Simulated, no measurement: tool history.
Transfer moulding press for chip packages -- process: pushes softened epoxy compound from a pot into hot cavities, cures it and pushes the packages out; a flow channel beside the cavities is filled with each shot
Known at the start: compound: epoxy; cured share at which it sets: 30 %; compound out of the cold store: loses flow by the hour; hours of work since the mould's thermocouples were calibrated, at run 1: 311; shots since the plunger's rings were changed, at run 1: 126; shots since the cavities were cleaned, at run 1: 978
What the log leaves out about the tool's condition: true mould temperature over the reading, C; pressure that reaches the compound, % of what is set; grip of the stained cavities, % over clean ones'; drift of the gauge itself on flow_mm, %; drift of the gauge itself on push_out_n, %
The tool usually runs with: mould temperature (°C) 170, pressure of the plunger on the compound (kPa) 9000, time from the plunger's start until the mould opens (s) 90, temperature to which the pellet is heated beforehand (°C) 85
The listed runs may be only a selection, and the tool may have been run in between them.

| run | hour | mould temperature (°C) | pressure of the plunger on the compound (kPa) | time from the plunger's start until the mould opens (s) | temperature to which the pellet is heated beforehand (°C) | hours of work since the mould's thermocouples were calibrated | shots since the plunger's rings were changed | shots since the cavities were cleaned | incoming compound's hours out of the cold store | length that the compound runs in the flow channel (mm) | greatest force on the pins that push the packages out (N) |
|---|---|---|---|---|---|---|---|---|---|---|---|
| 1 | 0 | 170 | 9000 | 90 | 85 | 311 | 126 | 978 | 8.9 | 952 | 457 |
|  | 17 | cavities cleaned with cleaning compound and waxed |
| 2 | 47.8 | 170 | 9000 | 90 | 85 | 336 | 666 | 359 | 27.5 | 831 | 349 |
| 3 | 94.4 | 170 | 9000 | 90 | 85 | 361 | 1211 | 904 | 29 | 801 | 418 |
|  | 117 | cavities cleaned with cleaning compound and waxed |
| 4 | 137.4 | 170 | 9000 | 90 | 85 | 384 | 1696 | 239 | 36.5 | 763 | 306 |
| 5 | 180 | 170 | 9000 | 90 | 85 | 407 | 2193 | 736 | 11.5 | 908 | 410 |
| 6 | 200.8 | 170 | 9000 | 97 | 85 | 418 | 2436 | 979 | 32.1 | 779 | 390 |
|  | 218.6 | cavities cleaned with cleaning compound and waxed |
| 7 | 230.7 | 170 | 9000 | 97 | 85 | 434 | 2768 | 141 | 41.4 | 716 | 260 |
| 8 | 272.2 | 170 | 9000 | 97 | 85 | 456 | 3252 | 625 | 19.4 | 839 | 367 |
| 9 | 304 | 170 | 9000 | 90 | 82 | 474 | 3624 | 997 | 23.2 | 809 | 449 |
|  | 318.9 | cavities cleaned with cleaning compound and waxed |
| 10 | 341.2 | 175 | 9000 | 90 | 85 | 493 | 4041 | 261 | 45.5 | 677 | 290 |
| 11 | 387.6 | 175 | 9000 | 115 | 85 | 518 | 4584 | 804 | 38.3 | 701 | 369 |
| 12 | 413.6 | 178 | 9000 | 90 | 85 | 533 | 4887 | 1107 | 13.8 | 838 | 386 |
|  | 418 | cavities cleaned with cleaning compound and waxed |
| 13 | 449.4 | 170 | 9000 | 90 | 85 | 551 | 5288 | 367 | 35.5 | 726 | 334 |
| 14 | 486.2 | 170 | 7450 | 90 | 85 | 571 | 5717 | 796 | 29.9 | 680 | 417 |
| 15 | 508.1 | 170 | 7450 | 90 | 85 | 583 | 5973 | 1052 | 23.6 | 712 | 436 |
|  | 517.2 | cavities cleaned with cleaning compound and waxed |
|  | 543.5 | mould's thermocouples calibrated |
|  | 546 | plunger's sealing rings changed |
| 16 | 553.2 | 176 | 9000 | 74 | 85 | 4 | 84 | 368 | 42.6 | 735 | 335 |
| 17 | 592.6 | 176 | 9000 | 74 | 85 | 25 | 544 | 828 | 9.2 | 925 | 442 |
| 18 | 616.8 | 176 | 9000 | 74 | 85 | 39 | 827 | 1111 | 11.3 | 897 | 459 |
|  | 621.4 | cavities cleaned with cleaning compound and waxed |
| 19 | 646.1 | 171 | 7710 | 73 | 92 | 54 | 1152 | 289 | 39.8 | 691 | 408 |
| 20 | 682.3 | 171 | 7710 | 73 | 92 | 73 | 1575 | 712 | 40.4 | 673 | 502 |
|  | 723 | cavities cleaned with cleaning compound and waxed |
| 21 | 728.8 | 171 | 7710 | 73 | 92 | 98 | 2101 | 69 | 12.7 | 822 | 344 |
| 22 | 748.5 | 171 | 7710 | 73 | 92 | 109 | 2330 | 298 | 16.3 | 800 | 425 |
| 23 | 782.6 | 170 | 9000 | 94 | 85 | 127 | 2729 | 697 | 42 | 721 | 372 |
| 24 | 806.5 | 170 | 9000 | 129 | 76 | 140 | 3007 | 975 | 45.4 | 696 | 384 |
|  | 825.1 | cavities cleaned with cleaning compound and waxed |
| 25 | 854.6 | 170 | 9000 | 90 | 82 | 166 | 3553 | 345 | 46.2 | 685 | 334 |
| 26 | 877.2 | 170 | 9000 | 90 | 82 | 178 | 3816 | 608 | 46.2 | 680 | 391 |
|  | 925.3 | cavities cleaned with cleaning compound and waxed |
| 27 | 925.3 | 170 | 7900 | 96 | 86 | 203 | 4361 | 0 | 13.7 | 801 | 210 |
| 28 | 963.6 | 170 | 9000 | 121 | 85 | 224 | 4808 | 447 | 39.5 | 700 | 308 |

Each row is a separate what-if for the run after 28, all from the same tool condition, not one after another. Results?
| A | 1004.9 | 176 | 9000 | 77 | 93 | 247 | 5290 | 929 | 20 | ? | ? |
| B | 1004.9 | 170 | 9000 | 90 | 75 | 247 | 5290 | 929 | 47 | ? | ? |
| C | 1004.9 | 170 | 8140 | 96 | 76 | 247 | 5290 | 929 | 33.4 | ? | ? |

| run | length that the compound runs in the flow channel (mm) | greatest force on the pins that push the packages out (N) |
|---|---|---|
| A | 793 | 420 |
| B | 665 | 430 |
| C | 697 | 410 |
Stripped of hidden state, with their random variation kept, the same runs would have yielded:
| run | length that the compound runs in the flow channel (mm) | greatest force on the pins that push the packages out (N) |
|---|---|---|
| A | 863 | 215 |
| B | 724 | 223 |
| C | 759 | 211 |

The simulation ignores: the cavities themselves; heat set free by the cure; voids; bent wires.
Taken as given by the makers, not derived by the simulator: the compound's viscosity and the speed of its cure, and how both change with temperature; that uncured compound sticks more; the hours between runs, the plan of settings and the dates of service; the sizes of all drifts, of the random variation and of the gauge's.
